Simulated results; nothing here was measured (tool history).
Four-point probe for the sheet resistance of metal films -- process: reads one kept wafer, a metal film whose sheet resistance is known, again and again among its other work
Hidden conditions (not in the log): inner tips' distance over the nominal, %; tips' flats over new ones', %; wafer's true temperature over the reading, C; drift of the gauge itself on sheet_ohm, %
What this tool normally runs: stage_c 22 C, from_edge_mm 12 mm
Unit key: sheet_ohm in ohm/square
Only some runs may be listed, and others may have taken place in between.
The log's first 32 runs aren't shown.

run,hour,stage_c,from_edge_mm,touches since the probe head was changed,hours of work since the stage's thermometer was calibrated,sheet_ohm
33,2479.5,29,11,53816,325,0.123405
34,2537,25,3,56198,352,0.133494
35,2586.3,25,3,58246,375,0.133419
36,2639.8,29,6,60462,400,0.125342
# hour 2659.7: new probe head fitted
37,2696.6,29,6,1530,427,0.12692
38,2769.6,22,7,4560,461,0.126579
39,2822.9,24,4,6769,486,0.1306
40,2880.1,24,4,9143,513,0.13058
41,2977.6,34,4,13185,559,0.129781
42,3032.4,20,10,15458,585,0.125404
43,3091.4,20,10,17905,613,0.125316
44,3189.9,20,10,21988,660,0.12526

Branching from run 44: 4 alternative next runs. What would each branch give?
A,3238.8,22,3,24016,683,?
B,3238.8,21,57,24016,683,?
C,3238.8,24,63,24016,683,?
D,3238.8,22,12,24016,683,?

run,sheet_ohm
A,0.134785
B,0.12412
C,0.123926
D,0.124765
Without the tool's hidden state the same runs would have given:
run,sheet_ohm
A,0.135707
B,0.124975
C,0.12478
D,0.125625

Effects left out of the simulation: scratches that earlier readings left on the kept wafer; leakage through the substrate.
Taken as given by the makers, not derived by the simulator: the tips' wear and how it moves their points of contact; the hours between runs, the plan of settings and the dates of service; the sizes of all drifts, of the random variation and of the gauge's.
